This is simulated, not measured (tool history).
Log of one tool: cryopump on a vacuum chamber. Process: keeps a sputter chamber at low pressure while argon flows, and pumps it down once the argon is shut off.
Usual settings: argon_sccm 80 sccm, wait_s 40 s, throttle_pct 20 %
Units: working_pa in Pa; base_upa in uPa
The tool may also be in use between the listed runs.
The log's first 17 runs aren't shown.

run,hour,argon_sccm,wait_s,throttle_pct,hours of work since the pump was warmed up and emptied,hours of work since the cold head was overhauled,hours of work since the chamber's fittings were tightened,working_pa,base_upa
18,281.9,80,40,46,34,576,634,0.3267,5.89
19,292.6,51,41,20,42,584,641,0.4775,5.71
20,305.5,65,146,50,51,593,650,0.2472,3.01
21,320.2,78,32,57,61,603,660,0.2598,6.87
22,331.3,67,68,57,69,610,668,0.2231,4.32
23,341.2,47,40,57,75,617,675,0.1576,6.06
24,351.0,39,40,20,82,624,681,0.3656,6.02
25,370.0,36,52,20,95,637,694,0.3407,5.19
26,383.0,62,23,38,104,646,704,0.3092,9.25
27,395.8,80,85,45,113,655,712,0.3440,4.00
28,416.5,144,40,16,127,669,727,1.7030,6.28
29,437.0,81,22,36,141,683,741,0.4322,9.52
30,450.7,80,40,42,151,693,750,0.3711,6.27
31,466.3,42,40,48,162,704,761,0.1716,6.21
32,478.3,99,97,24,170,712,769,0.7880,4.04
33,486.6,57,196,20,176,718,775,0.5458,3.23
34,496.1,80,25,20,182,724,782,0.7646,8.85
35,506.1,35,51,41,189,731,788,0.1687,5.73

Forecast each of these 3 alternatives for the next run:
A,524.9,80,37,20,202,744,801,?,?
B,524.9,138,51,41,202,744,801,?,?
C,524.9,142,25,41,202,744,801,?,?

run,working_pa,base_upa
A,0.7721,6.86
B,0.6628,5.76
C,0.6850,8.81
Without the tool's hidden state the same runs would have given:
run,working_pa,base_upa
A,0.7481,4.60
B,0.6220,3.46
C,0.6428,6.56
